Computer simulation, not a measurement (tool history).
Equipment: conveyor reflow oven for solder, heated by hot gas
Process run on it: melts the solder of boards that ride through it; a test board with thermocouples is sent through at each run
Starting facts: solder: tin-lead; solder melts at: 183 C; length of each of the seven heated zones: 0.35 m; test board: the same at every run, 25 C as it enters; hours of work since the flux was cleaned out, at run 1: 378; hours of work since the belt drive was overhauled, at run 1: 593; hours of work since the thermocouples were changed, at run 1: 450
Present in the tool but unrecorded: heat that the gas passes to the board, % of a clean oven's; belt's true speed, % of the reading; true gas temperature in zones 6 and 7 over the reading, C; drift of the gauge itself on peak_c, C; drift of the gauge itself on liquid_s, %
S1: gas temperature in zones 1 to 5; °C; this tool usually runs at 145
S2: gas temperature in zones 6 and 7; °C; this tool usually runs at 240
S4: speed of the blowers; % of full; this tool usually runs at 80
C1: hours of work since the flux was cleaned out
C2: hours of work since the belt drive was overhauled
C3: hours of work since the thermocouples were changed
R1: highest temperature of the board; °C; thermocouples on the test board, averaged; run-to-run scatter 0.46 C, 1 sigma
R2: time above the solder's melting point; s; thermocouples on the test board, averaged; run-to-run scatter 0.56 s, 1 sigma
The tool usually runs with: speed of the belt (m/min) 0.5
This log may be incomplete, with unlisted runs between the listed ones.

Run 1, hour 0: usual settings; C1 378; C2 593; C3 450. Result: R1 226.9 °C, R2 72.7 s.
Run 2, hour 42.8: usual settings but S1 138 °C; C1 397; C2 612; C3 469. Result: R1 225.3 °C, R2 69.1 s.
Run 3, hour 77.7: usual settings but S1 138 °C; C1 412; C2 628; C3 485. Result: R1 225.1 °C, R2 69.9 s.
Run 4, hour 102.2: usual settings but S1 138 °C; C1 423; C2 638; C3 495. Result: R1 225.4 °C, R2 69.8 s.
Run 5, hour 129.3: usual settings but S1 138 °C; C1 435; C2 650; C3 507. Result: R1 225.5 °C, R2 69.9 s.
Run 6, hour 165.3: usual settings but S1 138 °C; C1 451; C2 666; C3 523. Result: R1 225.2 °C, R2 70.3 s.
Run 7, hour 212: usual settings but S1 138 °C; C1 471; C2 687; C3 544. Result: R1 225.9 °C, R2 69.4 s.
At hour 262.8: flux residue cleaned out of gas plates and filters.
Run 8, hour 264.4: usual settings but S1 138 °C; C1 1; C2 707; C3 564. Result: R1 225.3 °C, R2 69.8 s.
Run 9, hour 316.8: usual settings but S1 138 °C; C1 24; C2 730; C3 587. Result: R1 226.2 °C, R2 69 s.
Run 10, hour 370.1: usual settings but S1 138 °C; C1 47; C2 754; C3 611. Result: R1 225.6 °C, R2 69.5 s.
At hour 391.5: belt drive overhauled, speed set with a stopwatch.
Run 11, hour 424.4: usual settings but speed of the belt (m/min) 0.422; C1 69; C2 14; C3 633. Result: R1 231.3 °C, R2 90.4 s.
Run 12, hour 474.1: usual settings but S1 151 °C, speed of the belt (m/min) 0.422; C1 91; C2 36; C3 655. Result: R1 231.6 °C, R2 94.2 s.
Run 13, hour 519.1: usual settings but S1 151 °C, speed of the belt (m/min) 0.422; C1 111; C2 56; C3 674. Result: R1 231.9 °C, R2 93.3 s.
Run 14, hour 555.6: usual settings but S1 151 °C, speed of the belt (m/min) 0.422; C1 127; C2 72; C3 690. Result: R1 231 °C, R2 93.5 s.
Run 15, hour 604.2: usual settings but S1 151 °C, speed of the belt (m/min) 0.422; C1 148; C2 93; C3 712. Result: R1 231.6 °C, R2 92.6 s.
Run 16, hour 636.7: usual settings but S1 151 °C, S2 233 °C, speed of the belt (m/min) 0.422, S4 56 % of full; C1 162; C2 108; C3 726. Result: R1 222.7 °C, R2 86.3 s.
Run 17, hour 695.2: usual settings but S1 151 °C, S2 233 °C, speed of the belt (m/min) 0.422, S4 56 % of full; C1 188; C2 133; C3 752. Result: R1 221.6 °C, R2 87.1 s.
Run 18, hour 732.9: usual settings but S2 251 °C, speed of the belt (m/min) 0.411; C1 205; C2 150; C3 768. Result: R1 241.1 °C, R2 98 s.
Run 19, hour 776.2: usual settings but S1 144 °C, S2 232 °C, speed of the belt (m/min) 0.431; C1 224; C2 169; C3 787. Result: R1 224 °C, R2 82.2 s.
Run 20, hour 801.2: usual settings but S1 141 °C, S2 232 °C, speed of the belt (m/min) 0.431; C1 235; C2 180; C3 798. Result: R1 222.6 °C, R2 81.5 s.
Run 21, hour 842.8: usual settings but S1 141 °C; C1 253; C2 198; C3 817. Result: R1 225.9 °C, R2 70.7 s.
Run 22, hour 878.2: usual settings but S1 146 °C, S2 245 °C, speed of the belt (m/min) 0.418, S4 65 % of full; C1 268; C2 214; C3 832. Result: R1 234.1 °C, R2 93.1 s.
Run 23, hour 937.6: usual settings but S1 134 °C, speed of the belt (m/min) 0.413; C1 295; C2 240; C3 858. Result: R1 230.3 °C, R2 87.5 s.
Run 24, hour 980.9: usual settings but S1 138 °C, S2 233 °C, speed of the belt (m/min) 0.542, S4 65 % of full; C1 314; C2 259; C3 877. Result: R1 214 °C, R2 55 s.
Run 25, hour 1034.1: usual settings but S1 138 °C, S2 234 °C, speed of the belt (m/min) 0.438, S4 84 % of full; C1 337; C2 282; C3 901. Result: R1 224.1 °C, R2 79.2 s.
At hour 1064.2: thermocouples of zones 6 and 7 changed.
Run 26, hour 1072.6: usual settings but S1 133 °C, S2 228 °C, speed of the belt (m/min) 0.437, S4 83 % of full; C1 353; C2 298; C3 4. Result: R1 217.9 °C, R2 72.6 s.
Run 27, hour 1099.9: usual settings but S2 238 °C, speed of the belt (m/min) 0.536, S4 81 % of full; C1 365; C2 310; C3 16. Result: R1 222.6 °C, R2 65.9 s.
Run 28, hour 1147.5: usual settings but S1 157 °C, S2 241 °C, speed of the belt (m/min) 0.526, S4 66 % of full; C1 386; C2 331; C3 37. Result: R1 225.7 °C, R2 73.7 s.
Run 29, hour 1197.8: usual settings but S1 157 °C, S2 229 °C, speed of the belt (m/min) 0.526, S4 66 % of full; C1 408; C2 353; C3 59. Result: R1 215.8 °C, R2 67 s.
Run 30, hour 1232.2: usual settings but speed of the belt (m/min) 0.446, S4 53 % of full; C1 423; C2 368; C3 74. Result: R1 225.5 °C, R2 80.7 s.

Branching from run 30: 4 alternative next runs. What would each branch give?
Run A, hour 1273.6: usual settings but S1 152 °C, speed of the belt (m/min) 0.403, S4 83 % of full; C1 441; C2 386; C3 92. Result: R1 ?, R2 ?.
Run B, hour 1273.6: usual settings but S1 141 °C, S2 234 °C, S4 58 % of full; C1 441; C2 386; C3 92. Result: R1 ?, R2 ?.
Run C, hour 1273.6: usual settings but S1 151 °C, speed of the belt (m/min) 0.559, S4 53 % of full; C1 441; C2 386; C3 92. Result: R1 ?, R2 ?.
Run D, hour 1273.6: usual settings but S2 250 °C, speed of the belt (m/min) 0.498; C1 441; C2 386; C3 92. Result: R1 ?, R2 ?.

run     R1    R2
  A  233.1  98.3
  B  216.6  63.3
  C  218.4    62
  D    235  78.5
Take away the tool's hidden state, keep each run's random variation, and the runs would have read:
run     R1    R2
  A  233.3  98.4
  B  216.8  63.5
  C  218.6  62.2
  D  235.2  78.6

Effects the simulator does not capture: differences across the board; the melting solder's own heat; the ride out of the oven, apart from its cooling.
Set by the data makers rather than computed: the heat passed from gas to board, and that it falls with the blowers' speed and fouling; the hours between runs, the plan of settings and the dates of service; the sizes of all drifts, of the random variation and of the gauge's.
